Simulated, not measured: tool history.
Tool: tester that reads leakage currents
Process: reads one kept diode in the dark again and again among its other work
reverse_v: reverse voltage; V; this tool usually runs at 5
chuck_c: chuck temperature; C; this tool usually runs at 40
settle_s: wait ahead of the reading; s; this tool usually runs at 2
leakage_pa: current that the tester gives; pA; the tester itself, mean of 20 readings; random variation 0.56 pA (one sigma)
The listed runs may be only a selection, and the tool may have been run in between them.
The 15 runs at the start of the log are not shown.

run     day  reverse_v  chuck_c  settle_s  leakage_pa
 16  15.008          5       40      0.85      320.96
 17  15.604          5       40         2      319.93
 18  16.512          5       40         2      318.91
 19  17.762          5       40         2      320.32
 20  18.521          5       40         2      318.36
 21  19.725       5.25       37      0.87      261.26
 22  20.375       2.02       20      9.38       51.67
 23  21.238          5       50      4.13      627.09
 24  22.325       1.31       27      3.83        76.3
 25  23.421       1.31       27      3.83       76.03
 26  24.688       1.31       22      0.99       51.69
 27  25.533       1.31       22      1.86       51.44
 28    26.6          1       32       0.3      100.98
 29  27.525       3.58       40      0.72      280.59
 30  28.179       3.58       40      0.72      279.77
     29.196  -- chuck's temperature calibrated
 31  29.471       2.52       30      1.21       125.6
 32  30.308       4.09       31      0.49      160.17
 33  31.158       6.82       40       7.1      365.31
 34  32.412       6.82       40       7.1      363.96
 35  33.142       1.11       24      0.65       59.22
 36  33.846       1.11       24      0.65       58.93
 37   35.05       4.99       40      0.37      325.22
 38  36.396       4.99       40      0.37      326.06
 39  37.712       1.93       45         2      328.32
 40  38.658       1.93       45         2       327.6

Branching from run 40: 3 alternative next runs. What would each branch give?
  A  39.746       1.62       39      0.51           ?
  B  39.746      15.29       45         2           ?
  C  39.746      14.72       45       0.5           ?

run  leakage_pa
  A      203.19
  B      678.43
  C      670.89
Without the tool's hidden state the same runs would have given:
run  leakage_pa
  A      205.14
  B       677.9
  C      670.62
